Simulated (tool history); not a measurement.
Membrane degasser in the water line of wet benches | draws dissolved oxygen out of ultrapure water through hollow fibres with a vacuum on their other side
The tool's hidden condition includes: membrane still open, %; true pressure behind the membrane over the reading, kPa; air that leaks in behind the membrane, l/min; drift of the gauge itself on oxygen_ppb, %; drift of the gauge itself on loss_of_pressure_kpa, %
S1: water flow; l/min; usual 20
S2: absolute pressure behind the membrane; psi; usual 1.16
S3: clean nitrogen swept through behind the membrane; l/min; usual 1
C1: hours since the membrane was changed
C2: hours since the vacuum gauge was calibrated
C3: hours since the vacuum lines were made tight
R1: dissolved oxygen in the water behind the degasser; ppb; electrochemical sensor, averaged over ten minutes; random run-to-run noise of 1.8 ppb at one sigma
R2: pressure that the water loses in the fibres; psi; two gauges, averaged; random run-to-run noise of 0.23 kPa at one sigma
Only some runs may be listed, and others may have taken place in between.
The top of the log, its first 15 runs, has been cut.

run,hour,S1,S2,S3,C1,C2,C3,R1,R2
16,2948.8,20,1.16,1,9896,201,6418,214.3,8.749
17,3113.1,20,1.16,2.76,10060,366,6582,88.6,8.717
18,3242.4,31,1.16,1,10190,495,6712,321.8,13.473
19,3467.3,21,2.355,0.69,10415,720,6936,787.3,9.201
20,3593.8,15,1.358,1.32,10541,846,7063,167.8,6.56
21,3729.3,21,2.87,1.88,10677,982,7198,425,9.174
22,3879.5,20,0.827,2.05,10827,1132,7349,64.7,8.75
23,4009.8,20,2.772,1.91,10957,1262,7479,383.4,8.736
24,4305.3,20,2.772,1.91,11253,1558,7774,386.7,8.704
25,4537,25,0.809,2.63,11484,1790,8006,64.9,10.975
26,4701.6,30,2.429,0.83,11649,1954,8171,941.5,13.204
27,4846.4,19,1.318,1,11794,2099,8315,253.7,8.351
28,4989.2,20,1.375,0.58,11936,2242,8458,447.4,8.811
# hour 5206.3: seals of the vacuum lines changed
29,5206.3,14,1.453,0.53,12152,2457,0,384.5,6.19
30,5336.7,16,0.944,1.13,12282,2587,130,114,7.029
31,5505.2,20,1.223,1,12451,2756,299,240.4,8.897
32,5772.7,31,1.948,1.66,12718,3023,566,437,13.606

Alternative continuations, all from the tool just after run 32; predict every row:
A,5971.3,20,0.731,0.45,12917,3222,765,?,?
B,5971.3,17,0.809,0.42,12917,3222,765,?,?
C,5971.3,22,0.764,1.66,12917,3222,765,?,?
D,5971.3,13,1.16,1,12917,3222,765,?,?

run,R1,R2
A,176.2,8.794
B,207.7,7.545
C,75,9.778
D,149.6,5.738
Stripped of hidden state, with their random variation kept, the same runs would have yielded:
run,R1,R2
A,158.6,8.182
B,191.6,7.024
C,66.7,9.1
D,143.3,5.34

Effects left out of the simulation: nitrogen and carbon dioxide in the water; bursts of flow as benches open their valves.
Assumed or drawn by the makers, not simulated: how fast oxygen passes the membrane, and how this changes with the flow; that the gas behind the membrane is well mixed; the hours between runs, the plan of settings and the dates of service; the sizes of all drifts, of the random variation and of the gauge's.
